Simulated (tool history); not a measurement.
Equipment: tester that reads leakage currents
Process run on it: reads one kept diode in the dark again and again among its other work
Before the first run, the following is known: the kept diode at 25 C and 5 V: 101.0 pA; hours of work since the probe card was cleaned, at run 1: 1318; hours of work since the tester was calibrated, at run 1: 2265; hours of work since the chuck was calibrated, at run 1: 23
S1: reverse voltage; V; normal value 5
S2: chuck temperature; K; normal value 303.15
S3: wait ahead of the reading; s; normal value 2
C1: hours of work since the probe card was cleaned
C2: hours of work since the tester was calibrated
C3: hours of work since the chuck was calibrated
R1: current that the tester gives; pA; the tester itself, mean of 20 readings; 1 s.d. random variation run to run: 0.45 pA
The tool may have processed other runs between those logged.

run,hour,S1,S2,S3,C1,C2,C3,R1
1,0,5,303.15,2,1318,2265,23,151.41
2,133.3,5,303.15,0.53,1409,2355,113,152.85
3,250.8,5,303.15,0.53,1488,2434,193,152.88
4,352.7,5,311.15,2,1557,2503,261,280.67
# hour 436.8: tester calibrated
5,486.9,5,311.15,2,1646,34,351,288.14
6,629.4,5,311.15,2,1743,130,447,289.43
7,723.4,5,327.15,2,1806,194,511,891.55
8,815.6,16.34,327.15,4.12,1868,256,573,1280.66
9,895.7,2.28,303.15,0.8,1923,310,627,127.1
# hour 911.6: probe card cleaned and baked
10,1047.3,2.28,303.15,0.8,92,411,728,127.91
11,1171.6,2.28,303.15,0.49,176,495,812,129.45
12,1237.2,5.95,331.15,1.51,220,539,856,1254.57
13,1385.7,5.95,331.15,1.51,321,639,956,1270.47
# hour 1531.8: probe card cleaned and baked, once more
14,1531.8,5.41,297.15,0.64,0,736,1053,106.8

Predict each of these 5 candidate next runs independently; none follows another, all start after run 14:
A,1623.2,19.39,303.15,3.09,62,798,1115,?
B,1623.2,7.13,304.15,2,62,798,1115,?
C,1623.2,14.56,300.15,0.31,62,798,1115,?
D,1623.2,4.57,328.15,1.02,62,798,1115,?
E,1623.2,12.13,304.15,0.49,62,798,1115,?

run,R1
A,251.91
B,200.33
C,185.09
D,963.84
E,237.57
With no hidden state in the tool, these same runs would have given:
run,R1
A,227.52
B,181.15
C,167.2
D,884.85
E,214.96
